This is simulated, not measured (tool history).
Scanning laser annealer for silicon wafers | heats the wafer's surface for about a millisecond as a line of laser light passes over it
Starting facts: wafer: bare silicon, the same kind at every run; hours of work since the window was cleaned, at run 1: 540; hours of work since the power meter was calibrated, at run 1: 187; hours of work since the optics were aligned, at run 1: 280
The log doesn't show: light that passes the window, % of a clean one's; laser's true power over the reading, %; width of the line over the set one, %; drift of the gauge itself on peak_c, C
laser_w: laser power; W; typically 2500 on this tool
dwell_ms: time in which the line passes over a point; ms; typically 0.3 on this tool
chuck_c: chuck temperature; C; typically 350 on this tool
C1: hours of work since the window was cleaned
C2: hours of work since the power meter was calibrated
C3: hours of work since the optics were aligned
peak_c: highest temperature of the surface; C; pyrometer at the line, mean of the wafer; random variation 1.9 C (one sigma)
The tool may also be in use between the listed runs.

Run 1, hour 0: usual settings; C1 540; C2 187; C3 280. Result: peak_c 1065 C.
Run 2, hour 10.5: usual settings but chuck_c 354 C; C1 545; C2 191; C3 285. Result: peak_c 1069 C.
Run 3, hour 20.7: usual settings but chuck_c 354 C; C1 549; C2 196; C3 290. Result: peak_c 1066 C.
Run 4, hour 29.9: usual settings but chuck_c 354 C; C1 554; C2 200; C3 294. Result: peak_c 1066 C.
Run 5, hour 39.5: usual settings but chuck_c 354 C; C1 558; C2 205; C3 299. Result: peak_c 1066 C.
Run 6, hour 48.7: usual settings but chuck_c 384 C; C1 562; C2 209; C3 303. Result: peak_c 1096 C.
Run 7, hour 58.3: usual settings but chuck_c 384 C; C1 567; C2 214; C3 307. Result: peak_c 1099 C.
Run 8, hour 67.5: usual settings but laser_w 2730 W, chuck_c 384 C; C1 571; C2 218; C3 311. Result: peak_c 1162 C.
Run 9, hour 76: usual settings but laser_w 2730 W, chuck_c 384 C; C1 575; C2 222; C3 315. Result: peak_c 1159 C.
Run 10, hour 86.5: usual settings but chuck_c 380 C; C1 580; C2 227; C3 320. Result: peak_c 1093 C.
Run 11, hour 97.4: usual settings; C1 585; C2 232; C3 325. Result: peak_c 1063 C.
At hour 103: optics aligned, line set to its width.
Run 12, hour 108.5: usual settings but dwell_ms 0.271 ms; C1 588; C2 234; C3 3. Result: peak_c 1025 C.
Run 13, hour 114.5: usual settings; C1 590; C2 237; C3 5. Result: peak_c 1056 C.
Run 14, hour 123: usual settings but dwell_ms 0.318 ms; C1 594; C2 241; C3 9. Result: peak_c 1077 C.
Run 15, hour 129.1: usual settings but dwell_ms 0.318 ms; C1 597; C2 244; C3 12. Result: peak_c 1079 C.
Run 16, hour 140: usual settings but dwell_ms 0.318 ms; C1 602; C2 249; C3 17. Result: peak_c 1080 C.
Run 17, hour 149.1: usual settings but dwell_ms 0.318 ms; C1 606; C2 253; C3 21. Result: peak_c 1080 C.
Run 18, hour 158.1: usual settings but dwell_ms 0.282 ms; C1 611; C2 257; C3 25. Result: peak_c 1035 C.
At hour 168.8: optics aligned, line set to its width, once more.
Run 19, hour 173.3: usual settings but dwell_ms 0.282 ms; C1 615; C2 262; C3 2. Result: peak_c 1039 C.
Run 20, hour 183.5: usual settings but dwell_ms 0.236 ms; C1 620; C2 267; C3 7. Result: peak_c 980 C.
Run 21, hour 191.6: usual settings but laser_w 2492 W, dwell_ms 0.247 ms, chuck_c 351 C; C1 624; C2 271; C3 11. Result: peak_c 994 C.
Run 22, hour 200.9: usual settings but laser_w 2602 W, chuck_c 375 C; C1 628; C2 275; C3 15. Result: peak_c 1114 C.
Run 23, hour 211.1: usual settings but laser_w 2476 W; C1 633; C2 280; C3 20. Result: peak_c 1051 C.
Run 24, hour 219.6: usual settings but laser_w 2476 W; C1 637; C2 283; C3 23. Result: peak_c 1055 C.
Run 25, hour 227.8: usual settings but dwell_ms 0.31 ms, chuck_c 378 C; C1 640; C2 287; C3 27. Result: peak_c 1099 C.
Run 26, hour 238.3: usual settings but laser_w 2501 W, dwell_ms 0.355 ms, chuck_c 320 C; C1 645; C2 292; C3 32. Result: peak_c 1088 C.
Run 27, hour 243.3: usual settings but laser_w 2601 W, chuck_c 329 C; C1 648; C2 294; C3 34. Result: peak_c 1065 C.
Run 28, hour 250.7: usual settings but laser_w 2601 W, dwell_ms 0.34 ms, chuck_c 329 C; C1 651; C2 298; C3 38. Result: peak_c 1111 C.
Run 29, hour 259.6: usual settings but laser_w 2441 W, dwell_ms 0.251 ms; C1 655; C2 302; C3 42. Result: peak_c 979 C.
Run 30, hour 269.3: usual settings but laser_w 2441 W, dwell_ms 0.251 ms, chuck_c 377 C; C1 660; C2 306; C3 46. Result: peak_c 1008 C.
Run 31, hour 274.9: usual settings but laser_w 2441 W, dwell_ms 0.251 ms, chuck_c 377 C; C1 662; C2 309; C3 49. Result: peak_c 1007 C.
At hour 284.2: window over the wafer cleaned.
Run 32, hour 288.3: usual settings but laser_w 2256 W, dwell_ms 0.268 ms, chuck_c 346 C; C1 2; C2 314; C3 54. Result: peak_c 984 C.
Run 33, hour 299.2: usual settings but dwell_ms 0.297 ms, chuck_c 360 C; C1 7; C2 319; C3 59. Result: peak_c 1104 C.
Run 34, hour 309.4: usual settings but laser_w 2196 W, dwell_ms 0.297 ms, chuck_c 360 C; C1 12; C2 324; C3 64. Result: peak_c 1013 C.
Run 35, hour 315.8: usual settings but laser_w 2196 W, dwell_ms 0.297 ms, chuck_c 360 C; C1 15; C2 327; C3 67. Result: peak_c 1010 C.
Run 36, hour 326.4: usual settings but laser_w 2196 W, dwell_ms 0.297 ms, chuck_c 360 C; C1 19; C2 332; C3 72. Result: peak_c 1014 C.
Run 37, hour 332.7: usual settings but laser_w 2632 W; C1 22; C2 335; C3 75. Result: peak_c 1138 C.
Run 38, hour 339.5: usual settings but laser_w 2432 W, dwell_ms 0.337 ms, chuck_c 312 C; C1 26; C2 338; C3 78. Result: peak_c 1082 C.
Run 39, hour 349: usual settings but laser_w 2242 W, dwell_ms 0.305 ms, chuck_c 326 C; C1 30; C2 342; C3 82. Result: peak_c 1003 C.
Run 40, hour 355.8: usual settings but chuck_c 385 C; C1 33; C2 345; C3 85. Result: peak_c 1133 C.

What if the next run were any one of these 3? Each begins from the tool's condition after run 40:
Run A, hour 367: usual settings but laser_w 2346 W, dwell_ms 0.355 ms, chuck_c 382 C; C1 38; C2 351; C3 91. Result: peak_c ?.
Run B, hour 367: usual settings but laser_w 2621 W, dwell_ms 0.255 ms, chuck_c 369 C; C1 38; C2 351; C3 91. Result: peak_c ?.
Run C, hour 367: usual settings but laser_w 2634 W, chuck_c 385 C; C1 38; C2 351; C3 91. Result: peak_c ?.

run  peak_c
  A    1144
  B    1091
  C    1171
With no hidden state in the tool, these same runs would have given:
run  peak_c
  A    1152
  B    1099
  C    1180

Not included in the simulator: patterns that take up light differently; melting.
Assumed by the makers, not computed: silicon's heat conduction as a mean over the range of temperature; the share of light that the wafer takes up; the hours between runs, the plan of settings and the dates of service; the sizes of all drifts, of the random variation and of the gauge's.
